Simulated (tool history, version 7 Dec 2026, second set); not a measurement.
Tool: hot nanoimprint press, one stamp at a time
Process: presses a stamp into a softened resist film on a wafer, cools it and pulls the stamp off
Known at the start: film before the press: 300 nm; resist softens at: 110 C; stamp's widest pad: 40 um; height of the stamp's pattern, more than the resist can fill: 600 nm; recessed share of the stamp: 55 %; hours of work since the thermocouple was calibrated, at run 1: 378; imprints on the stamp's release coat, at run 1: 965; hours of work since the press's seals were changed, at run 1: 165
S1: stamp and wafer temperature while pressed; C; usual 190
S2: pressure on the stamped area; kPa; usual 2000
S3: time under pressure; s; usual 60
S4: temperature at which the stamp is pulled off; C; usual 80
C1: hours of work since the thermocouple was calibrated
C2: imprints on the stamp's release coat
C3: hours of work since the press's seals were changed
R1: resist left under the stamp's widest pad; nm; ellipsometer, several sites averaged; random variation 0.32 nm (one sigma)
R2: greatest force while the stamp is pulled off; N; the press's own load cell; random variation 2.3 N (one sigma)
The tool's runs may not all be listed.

Run 1, day 0.000: usual settings; C1 378; C2 965; C3 165. Result: R1 141.6 nm, R2 128 N.
Run 2, day 0.967: usual settings; C1 393; C2 1071; C3 179. Result: R1 141.7 nm, R2 132 N.
Run 3, day 2.296: usual settings; C1 412; C2 1218; C3 199. Result: R1 140.4 nm, R2 130 N.
Run 4, day 3.388: usual settings; C1 428; C2 1338; C3 215. Result: R1 140.3 nm, R2 139 N.
Run 5, day 5.129: usual settings but S1 194 C; C1 454; C2 1530; C3 240. Result: R1 120.1 nm, R2 143 N.
Run 6, day 6.000: usual settings but S1 195 C; C1 467; C2 1626; C3 253. Result: R1 115.3 nm, R2 139 N.
At day 6.512: plate thermocouple calibrated.
Run 7, day 7.012: usual settings; C1 7; C2 1723; C3 266. Result: R1 144.9 nm, R2 151 N.
At day 8.208: stamp cleaned and given a new release coat.
Run 8, day 9.062: usual settings but S2 1230 kPa; C1 34; C2 94; C3 293. Result: R1 173.0 nm, R2 107 N.
Run 9, day 10.912: usual settings but S4 68 C; C1 61; C2 298; C3 320. Result: R1 144.2 nm, R2 155 N.
Run 10, day 12.404: usual settings but S4 68 C; C1 83; C2 462; C3 343. Result: R1 144.2 nm, R2 150 N.
Run 11, day 14.212: usual settings but S4 68 C; C1 110; C2 661; C3 369. Result: R1 143.5 nm, R2 160 N.
Run 12, day 15.112: usual settings; C1 123; C2 760; C3 383. Result: R1 143.3 nm, R2 114 N.
Run 13, day 17.146: usual settings; C1 154; C2 984; C3 413. Result: R1 143.4 nm, R2 131 N.
Run 14, day 18.175: usual settings; C1 169; C2 1098; C3 428. Result: R1 143.3 nm, R2 132 N.
Run 15, day 19.054: usual settings; C1 182; C2 1194; C3 441. Result: R1 142.8 nm, R2 135 N.
Run 16, day 20.788: usual settings but S3 49 s, S4 73 C; C1 207; C2 1385; C3 467. Result: R1 153.9 nm, R2 167 N.
Run 17, day 22.296: usual settings but S2 1970 kPa, S4 65 C; C1 230; C2 1551; C3 489. Result: R1 143.2 nm, R2 201 N.
Run 18, day 23.892: usual settings but S2 1970 kPa, S4 65 C; C1 253; C2 1727; C3 512. Result: R1 143.2 nm, R2 207 N.
At day 25.033: stamp cleaned and given a new release coat.
Run 19, day 25.067: usual settings but S2 1970 kPa, S4 65 C; C1 267; C2 4; C3 526. Result: R1 142.5 nm, R2 147 N.
Run 20, day 25.950: usual settings but S1 183 C, S3 45 s; C1 280; C2 101; C3 539. Result: R1 200.5 nm, R2 105 N.
Run 21, day 28.038: usual settings but S1 183 C, S3 45 s; C1 311; C2 331; C3 570. Result: R1 200.1 nm, R2 110 N.
Run 22, day 29.075: usual settings but S3 78 s; C1 326; C2 445; C3 585. Result: R1 127.3 nm, R2 108 N.
Run 23, day 30.354: usual settings but S3 78 s; C1 345; C2 586; C3 604. Result: R1 127.1 nm, R2 115 N.
Run 24, day 31.854: usual settings but S1 191 C, S2 3200 kPa, S3 39 s; C1 367; C2 751; C3 626. Result: R1 133.2 nm, R2 117 N.
Run 25, day 32.962: usual settings but S1 198 C, S2 1430 kPa, S3 44 s; C1 384; C2 873; C3 643. Result: R1 134.6 nm, R2 125 N.
Run 26, day 34.629: usual settings but S1 201 C, S2 2110 kPa, S3 40 s; C1 409; C2 1056; C3 668. Result: R1 106.9 nm, R2 125 N.
At day 36.442: press's hydraulic seals changed and the load cell set to zero.
Run 27, day 36.658: usual settings but S1 201 C, S2 2160 kPa, S3 40 s, S4 87 C; C1 434; C2 1243; C3 3. Result: R1 103.6 nm, R2 102 N.
Run 28, day 38.350: usual settings but S2 1540 kPa, S4 70 C; C1 459; C2 1429; C3 28. Result: R1 152.5 nm, R2 175 N.
At day 39.429: plate thermocouple calibrated.
Run 29, day 40.067: usual settings but S1 191 C, S2 1330 kPa, S3 50 s; C1 9; C2 1604; C3 52. Result: R1 173.4 nm, R2 147 N.

Forecast each of these 5 alternatives for the next run:
Run A, day 41.021: usual settings but S1 201 C, S2 2120 kPa, S3 32 s; C1 24; C2 1710; C3 66. Result: R1 ?, R2 ?.
Run B, day 41.021: usual settings but S1 191 C, S2 2740 kPa, S3 38 s; C1 24; C2 1710; C3 66. Result: R1 ?, R2 ?.
Run C, day 41.021: usual settings but S2 1210 kPa, S3 71 s; C1 24; C2 1710; C3 66. Result: R1 ?, R2 ?.
Run D, day 41.021: usual settings but S1 186 C, S2 1890 kPa, S3 50 s; C1 24; C2 1710; C3 66. Result: R1 ?, R2 ?.
Run E, day 41.021: usual settings but S1 191 C, S2 1330 kPa, S3 50 s; C1 24; C2 1710; C3 66. Result: R1 ?, R2 ?.

run     R1   R2
  A  119.5  153
  B  146.3  149
  C  165.0  150
  D  182.2  147
  E  173.3  147
Without the tool's hidden state the same runs would have given:
run     R1   R2
  A  120.1  109
  B  147.1  106
  C  166.0  107
  D  183.2  105
  E  174.2  105
